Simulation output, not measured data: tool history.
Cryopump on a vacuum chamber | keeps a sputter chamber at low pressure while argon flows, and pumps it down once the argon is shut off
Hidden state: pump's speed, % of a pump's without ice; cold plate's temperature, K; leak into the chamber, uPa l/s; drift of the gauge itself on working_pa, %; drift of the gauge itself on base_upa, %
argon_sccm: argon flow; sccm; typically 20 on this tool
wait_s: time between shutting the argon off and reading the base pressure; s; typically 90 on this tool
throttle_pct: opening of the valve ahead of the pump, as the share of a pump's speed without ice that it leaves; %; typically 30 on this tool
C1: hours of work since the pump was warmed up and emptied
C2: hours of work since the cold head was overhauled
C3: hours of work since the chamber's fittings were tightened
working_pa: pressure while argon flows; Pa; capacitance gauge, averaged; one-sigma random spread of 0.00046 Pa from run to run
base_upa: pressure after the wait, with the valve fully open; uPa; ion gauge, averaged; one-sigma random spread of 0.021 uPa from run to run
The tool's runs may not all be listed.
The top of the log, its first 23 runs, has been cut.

run 24 hour=305.6 | argon_sccm=9 wait_s=241 throttle_pct=21 | C1=711 C2=711 C3=729 | working_pa=0.0342 base_upa=0.48
run 25 hour=315.9 | argon_sccm=17 wait_s=250 throttle_pct=30 | C1=719 C2=719 C3=737 | working_pa=0.0463 base_upa=0.46
run 26 hour=332.2 | argon_sccm=17 wait_s=250 throttle_pct=30 | C1=732 C2=732 C3=750 | working_pa=0.0466 base_upa=0.50
run 27 hour=348.0 | argon_sccm=11 wait_s=188 throttle_pct=56 | C1=745 C2=745 C3=763 | working_pa=0.0176 base_upa=0.55
run 28 hour=361.1 | argon_sccm=20 wait_s=141 throttle_pct=55 | C1=755 C2=755 C3=773 | working_pa=0.0324 base_upa=0.58
run 29 hour=376.9 | argon_sccm=20 wait_s=141 throttle_pct=55 | C1=767 C2=767 C3=786 | working_pa=0.0315 base_upa=0.61
run 30 hour=390.3 | argon_sccm=28 wait_s=141 throttle_pct=55 | C1=778 C2=778 C3=796 | working_pa=0.0446 base_upa=0.58
run 31 hour=407.3 | argon_sccm=20 wait_s=275 throttle_pct=36 | C1=791 C2=791 C3=810 | working_pa=0.0464 base_upa=0.47

Run 32 comes next. What will it give?
run 32 hour=422.3 | argon_sccm=15 wait_s=23 throttle_pct=36 | C1=803 C2=803 C3=821 | working_pa=? base_upa=?

working_pa: 0.0353 Pa
base_upa: 1.51 uPa
On a tool with no hidden condition, and with the same random variation, this run would have come out at working_pa 0.0318 Pa, base_upa 1.23 uPa.

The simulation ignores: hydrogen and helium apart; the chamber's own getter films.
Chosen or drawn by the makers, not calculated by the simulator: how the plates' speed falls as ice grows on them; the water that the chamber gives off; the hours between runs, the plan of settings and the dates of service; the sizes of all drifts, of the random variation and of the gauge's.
